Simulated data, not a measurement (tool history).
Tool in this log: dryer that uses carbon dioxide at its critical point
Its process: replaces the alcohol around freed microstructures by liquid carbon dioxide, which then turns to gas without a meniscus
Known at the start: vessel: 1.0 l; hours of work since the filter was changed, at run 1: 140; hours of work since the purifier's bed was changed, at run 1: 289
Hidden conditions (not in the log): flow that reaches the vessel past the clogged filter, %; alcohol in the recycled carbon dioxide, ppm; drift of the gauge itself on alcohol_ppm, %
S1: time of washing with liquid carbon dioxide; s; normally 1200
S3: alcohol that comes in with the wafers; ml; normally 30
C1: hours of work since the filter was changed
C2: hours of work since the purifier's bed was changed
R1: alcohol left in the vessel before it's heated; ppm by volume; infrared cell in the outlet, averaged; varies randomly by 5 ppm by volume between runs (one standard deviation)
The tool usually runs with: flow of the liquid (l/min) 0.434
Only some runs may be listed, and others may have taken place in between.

{"run": 1, "hour": 0.0, "S1": 1200, "flow of the liquid (l/min)": 0.434, "S3": 30, "C1": 140, "C2": 289, "R1": 139}
{"run": 2, "hour": 32.3, "S1": 1200, "flow of the liquid (l/min)": 0.434, "S3": 30, "C1": 159, "C2": 308, "R1": 145}
{"run": 3, "hour": 84.5, "S1": 1200, "flow of the liquid (l/min)": 0.434, "S3": 30, "C1": 191, "C2": 340, "R1": 152}
{"run": 4, "hour": 154.5, "S1": 1200, "flow of the liquid (l/min)": 0.434, "S3": 30, "C1": 234, "C2": 382, "R1": 171}
{"run": 5, "hour": 191.0, "S1": 1200, "flow of the liquid (l/min)": 0.434, "S3": 30, "C1": 256, "C2": 404, "R1": 176}
{"run": 6, "hour": 261.4, "S1": 1200, "flow of the liquid (l/min)": 0.434, "S3": 30, "C1": 299, "C2": 447, "R1": 200}
{"run": 7, "hour": 299.9, "S1": 1200, "flow of the liquid (l/min)": 0.434, "S3": 30, "C1": 322, "C2": 471, "R1": 217}
{"run": 8, "hour": 353.6, "S1": 1200, "flow of the liquid (l/min)": 0.434, "S3": 30, "C1": 355, "C2": 503, "R1": 218}
{"run": 9, "hour": 411.7, "S1": 1200, "flow of the liquid (l/min)": 0.434, "S3": 30, "C1": 390, "C2": 539, "R1": 224}
{"run": 10, "hour": 485.5, "S1": 840, "flow of the liquid (l/min)": 0.434, "S3": 30, "C1": 435, "C2": 583, "R1": 627}
{"run": 11, "hour": 555.7, "S1": 840, "flow of the liquid (l/min)": 0.263, "S3": 20, "C1": 477, "C2": 626, "R1": 1939}
{"run": 12, "hour": 608.2, "S1": 840, "flow of the liquid (l/min)": 0.263, "S3": 20, "C1": 509, "C2": 658, "R1": 2031}
{"hour": 624.4, "done": "inlet filter changed"}
{"run": 13, "hour": 668.7, "S1": 1740, "flow of the liquid (l/min)": 0.613, "S3": 20, "C1": 27, "C2": 694, "R1": 211}
{"run": 14, "hour": 712.0, "S1": 1020, "flow of the liquid (l/min)": 0.434, "S3": 30, "C1": 53, "C2": 720, "R1": 322}
{"run": 15, "hour": 781.0, "S1": 1020, "flow of the liquid (l/min)": 0.434, "S3": 30, "C1": 95, "C2": 762, "R1": 350}
{"run": 16, "hour": 817.5, "S1": 960, "flow of the liquid (l/min)": 0.434, "S3": 93, "C1": 117, "C2": 784, "R1": 795}
{"run": 17, "hour": 888.5, "S1": 1020, "flow of the liquid (l/min)": 0.357, "S3": 97, "C1": 160, "C2": 827, "R1": 1422}
{"run": 18, "hour": 956.4, "S1": 1020, "flow of the liquid (l/min)": 0.357, "S3": 97, "C1": 202, "C2": 869, "R1": 1491}
{"run": 19, "hour": 1019.4, "S1": 1020, "flow of the liquid (l/min)": 0.357, "S3": 97, "C1": 240, "C2": 907, "R1": 1572}
{"hour": 1034.2, "done": "purifier's bed changed"}
{"run": 20, "hour": 1072.8, "S1": 1020, "flow of the liquid (l/min)": 0.357, "S3": 97, "C1": 270, "C2": 23, "R1": 1369}

The logged runs with the hidden state left out (each run's random variation unchanged):
run=1 R1=44
run=2 R1=46
run=3 R1=44
run=4 R1=44
run=5 R1=37
run=6 R1=47
run=7 R1=52
run=8 R1=42
run=9 R1=41
run=10 R1=298
run=11 R1=1328
run=12 R1=1365
run=13 R1=6
run=14 R1=109
run=15 R1=118
run=16 R1=490
run=17 R1=1008
run=18 R1=1012
run=19 R1=1028
run=20 R1=1031

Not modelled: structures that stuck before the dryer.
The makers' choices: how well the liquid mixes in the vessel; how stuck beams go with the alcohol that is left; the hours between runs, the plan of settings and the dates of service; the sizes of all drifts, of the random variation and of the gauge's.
